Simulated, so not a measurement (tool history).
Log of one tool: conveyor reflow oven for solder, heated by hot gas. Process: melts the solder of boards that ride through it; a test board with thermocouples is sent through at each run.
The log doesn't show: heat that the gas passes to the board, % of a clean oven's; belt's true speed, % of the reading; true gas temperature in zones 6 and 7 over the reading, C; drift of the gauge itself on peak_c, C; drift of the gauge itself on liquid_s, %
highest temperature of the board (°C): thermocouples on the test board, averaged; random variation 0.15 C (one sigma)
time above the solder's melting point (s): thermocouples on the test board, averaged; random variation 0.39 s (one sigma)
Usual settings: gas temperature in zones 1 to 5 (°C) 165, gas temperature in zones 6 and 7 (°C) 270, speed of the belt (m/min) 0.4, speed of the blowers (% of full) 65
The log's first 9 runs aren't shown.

run,day,gas temperature in zones 1 to 5 (°C),gas temperature in zones 6 and 7 (°C),speed of the belt (m/min),speed of the blowers (% of full),hours of work since the flux was cleaned out,hours of work since the belt drive was overhauled,hours of work since the thermocouples were changed,highest temperature of the board (°C),time above the solder's melting point (s)
10,7.038,165,270,0.4,65,303,622,716,247,66.5
11,7.962,165,270,0.4,65,318,637,731,247.5,66.8
# day 8.862: flux residue cleaned out of gas plates and filters
12,9.238,165,270,0.4,65,6,654,749,247.2,67.3
13,9.829,165,270,0.396,65,16,664,758,247.7,68.4
14,10.779,165,270,0.396,65,31,679,774,247.5,68.3
# day 11.308: thermocouples of zones 6 and 7 changed
15,11.746,165,274,0.4,65,45,694,7,250.4,71.1
16,12.754,175,261,0.421,53,62,710,23,237.6,53.4
17,13.442,155,267,0.343,66,73,721,35,248.9,77.8
18,14.462,155,267,0.343,66,89,738,51,248.7,78.1
19,15.529,155,267,0.343,66,107,755,68,248.8,78.2
20,16.117,155,267,0.343,66,116,764,78,248.6,77.9
21,17.142,155,267,0.343,66,133,781,94,248.7,78.1
22,17.954,157,270,0.4,65,146,794,108,245.4,61.3
23,18.971,157,270,0.354,65,162,811,124,250.4,77.6
24,19.462,157,270,0.354,65,170,818,132,250.4,77.5
25,20.292,172,279,0.349,78,184,832,145,263.4,99.8
26,21.108,165,283,0.4,73,197,845,159,260.1,79.8
27,22.108,165,283,0.4,73,213,861,175,260,80.1
28,22.904,153,276,0.4,65,226,874,188,249.4,64.7
29,23.567,165,280,0.4,65,237,885,198,255.5,75.4
30,24.283,158,272,0.4,65,248,896,210,247.4,64.8

4 ways to go on from here, each from the tool as it stands after run 30. What would each give?
A,24.8,158,272,0.456,65,257,905,218,?,?
B,24.8,151,272,0.37,65,257,905,218,?,?
C,24.8,156,272,0.4,65,257,905,218,?,?
D,24.8,161,272,0.4,65,257,905,218,?,?

run,highest temperature of the board (°C),time above the solder's melting point (s)
A,241.8,48.5
B,249.2,69.6
C,247.1,63.1
D,248,65.8
Without the tool's hidden state the same runs would have given:
run,highest temperature of the board (°C),time above the solder's melting point (s)
A,241.8,48.5
B,249.3,69.6
C,247.2,63.1
D,248,65.8
